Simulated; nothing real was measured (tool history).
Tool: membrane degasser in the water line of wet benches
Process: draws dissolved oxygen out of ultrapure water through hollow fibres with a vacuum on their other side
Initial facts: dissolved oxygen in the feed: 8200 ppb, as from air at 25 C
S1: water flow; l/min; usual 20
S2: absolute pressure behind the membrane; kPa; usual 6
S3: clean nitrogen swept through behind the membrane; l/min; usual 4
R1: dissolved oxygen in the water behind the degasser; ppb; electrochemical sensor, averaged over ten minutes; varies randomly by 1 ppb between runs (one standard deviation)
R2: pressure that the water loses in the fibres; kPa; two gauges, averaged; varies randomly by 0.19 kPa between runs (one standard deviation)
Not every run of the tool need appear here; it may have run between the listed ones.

| run | hour | S1 | S2 | S3 | R1 | R2 |
|---|---|---|---|---|---|---|
| 1 | 0 | 20 | 6 | 4 | 110.5 | 41.55 |
| 2 | 121.1 | 14 | 6 | 4 | 41.4 | 29.07 |
| 3 | 357.7 | 14 | 6 | 4 | 42.4 | 29.24 |
| 4 | 536.7 | 20 | 6 | 4 | 113.3 | 41.83 |
| 5 | 676.8 | 20 | 6 | 7.43 | 97.9 | 42.08 |
| 6 | 831.2 | 20 | 6 | 7.43 | 98.8 | 42.37 |
| 7 | 948.5 | 24 | 6 | 4 | 190.9 | 50.13 |
| 8 | 1144.6 | 20 | 6 | 5.42 | 107.1 | 42.2 |
| 9 | 1308.1 | 20 | 6 | 5.42 | 109.5 | 42.4 |
| 10 | 1507.6 | 20 | 6 | 4 | 117.8 | 42.61 |
|  | 1529.1 | vacuum gauge calibrated |
| 11 | 1620 | 20 | 6 | 4 | 121.7 | 42.41 |
| 12 | 1863.6 | 20 | 6 | 4 | 121 | 42.13 |
| 13 | 2079.5 | 20 | 6 | 4 | 120.7 | 42.5 |
| 14 | 2310.5 | 20 | 6 | 4 | 123.2 | 42.97 |
| 15 | 2433.4 | 20 | 6 | 4 | 124 | 42.82 |
| 16 | 2647.1 | 20 | 6 | 4 | 122.7 | 43.06 |
| 17 | 2891.9 | 13 | 5.33 | 2.79 | 43 | 27.98 |
|  | 2948.7 | vacuum gauge calibrated, once more |
| 18 | 3009.2 | 13 | 5.35 | 4 | 31.7 | 27.79 |
| 19 | 3206.8 | 13 | 11 | 4 | 78.6 | 28.09 |
| 20 | 3450.9 | 13 | 11 | 4 | 78.6 | 27.9 |
| 21 | 3604.8 | 20 | 10.12 | 4 | 175.1 | 43.75 |
| 22 | 3738.1 | 16 | 10.12 | 9.35 | 69.6 | 34.76 |
| 23 | 4005 | 12 | 4.05 | 5.2 | 15.6 | 26.2 |
| 24 | 4139.3 | 12 | 4.05 | 5.2 | 15.4 | 26.17 |
| 25 | 4315.5 | 20 | 6 | 2.23 | 154.9 | 43.71 |
| 26 | 4457.4 | 20 | 6 | 2.23 | 154.5 | 43.52 |
| 27 | 4644.1 | 18 | 6 | 4 | 97 | 39.54 |
| 28 | 4775.1 | 20 | 6 | 2.83 | 145.7 | 44.22 |
| 29 | 4909 | 23 | 6.96 | 10.96 | 178.7 | 50.51 |
| 30 | 5080.4 | 24 | 6 | 6.25 | 202.7 | 53.09 |
| 31 | 5353.1 | 24 | 6 | 6.25 | 205.9 | 53.28 |
| 32 | 5618.2 | 24 | 6 | 6.25 | 209.8 | 53.64 |

Each row is a separate what-if for the run after 32, all from the same tool condition, not one after another. Results?
| A | 5850.7 | 23 | 6 | 9.26 | ? | ? |
| B | 5850.7 | 20 | 11.8 | 1.8 | ? | ? |
| C | 5850.7 | 28 | 6 | 9.01 | ? | ? |
| D | 5850.7 | 21 | 10.87 | 4 | ? | ? |

| run | R1 | R2 |
|---|---|---|
| A | 179.7 | 51.34 |
| B | 317.3 | 44.4 |
| C | 306.6 | 62.35 |
| D | 220.7 | 46.7 |
Without the tool's hidden state the same runs would have given:
| run | R1 | R2 |
|---|---|---|
| A | 120.5 | 46.11 |
| B | 272.4 | 39.84 |
| C | 215.4 | 56 |
| D | 171.6 | 41.95 |
